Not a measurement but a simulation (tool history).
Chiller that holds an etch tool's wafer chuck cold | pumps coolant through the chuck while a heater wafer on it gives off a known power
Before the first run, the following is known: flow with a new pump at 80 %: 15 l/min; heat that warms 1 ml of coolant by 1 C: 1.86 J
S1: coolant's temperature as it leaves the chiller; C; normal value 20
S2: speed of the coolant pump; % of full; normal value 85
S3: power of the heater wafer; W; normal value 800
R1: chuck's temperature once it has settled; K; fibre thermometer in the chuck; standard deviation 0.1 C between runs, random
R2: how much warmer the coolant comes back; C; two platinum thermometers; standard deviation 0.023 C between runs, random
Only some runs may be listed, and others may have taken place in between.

| run | hour | S1 | S2 | S3 | R1 | R2 |
|---|---|---|---|---|---|---|
| 1 | 0.0 | 20 | 85 | 800 | 301.85 | 1.60 |
| 2 | 85.7 | 20 | 85 | 673 | 300.65 | 1.33 |
| 3 | 248.4 | 11 | 85 | 800 | 293.05 | 1.62 |
| 4 | 388.1 | 11 | 85 | 800 | 293.05 | 1.59 |
| 5 | 577.8 | 11 | 85 | 800 | 293.05 | 1.60 |
| 6 | 674.1 | 20 | 85 | 800 | 302.05 | 1.56 |
| 7 | 845.2 | 20 | 85 | 800 | 302.05 | 1.57 |
| 8 | 1047.4 | 20 | 85 | 1152 | 305.95 | 2.26 |
| 9 | 1242.4 | 28 | 92 | 769 | 309.15 | 1.37 |
| 10 | 1335.8 | 17 | 85 | 737 | 298.15 | 1.43 |
| 11 | 1454.6 | 21 | 85 | 1072 | 305.85 | 2.09 |
| 12 | 1583.7 | 21 | 70 | 452 | 299.85 | 1.01 |
| 13 | 1754.7 | 12 | 70 | 452 | 290.85 | 1.00 |
| 14 | 1847.9 | 22 | 85 | 687 | 302.65 | 1.32 |
| 15 | 1961.0 | 22 | 65 | 687 | 304.45 | 1.71 |

Table of differences, measured result less the result of that run with no hidden state. Run-to-run variation is the same in both. Gauge scatter possibly is not:
Hidden conditions of the tool in this case: heat passed by the chuck's channels, % of clean ones'; flow at a given pump speed, % of a new pump's; coolant's true temperature over the reading, C; drift of the gauge itself on chuck_c, C; drift of the gauge itself on warmer_back_c, C.
| run | R2 |
|---|---|
| 1 | +0.00 |
| 2 | +0.00 |
| 3 | -0.01 |
| 4 | -0.02 |
| 5 | -0.03 |
| 6 | -0.04 |
| 7 | -0.05 |
| 8 | -0.06 |
| 9 | -0.07 |
| 10 | -0.07 |
| 11 | -0.08 |
| 12 | -0.09 |
| 13 | -0.10 |
| 14 | -0.10 |
| 15 | -0.11 |
For R1, the value without the hidden state is never more than 0.10 K from the measured value.

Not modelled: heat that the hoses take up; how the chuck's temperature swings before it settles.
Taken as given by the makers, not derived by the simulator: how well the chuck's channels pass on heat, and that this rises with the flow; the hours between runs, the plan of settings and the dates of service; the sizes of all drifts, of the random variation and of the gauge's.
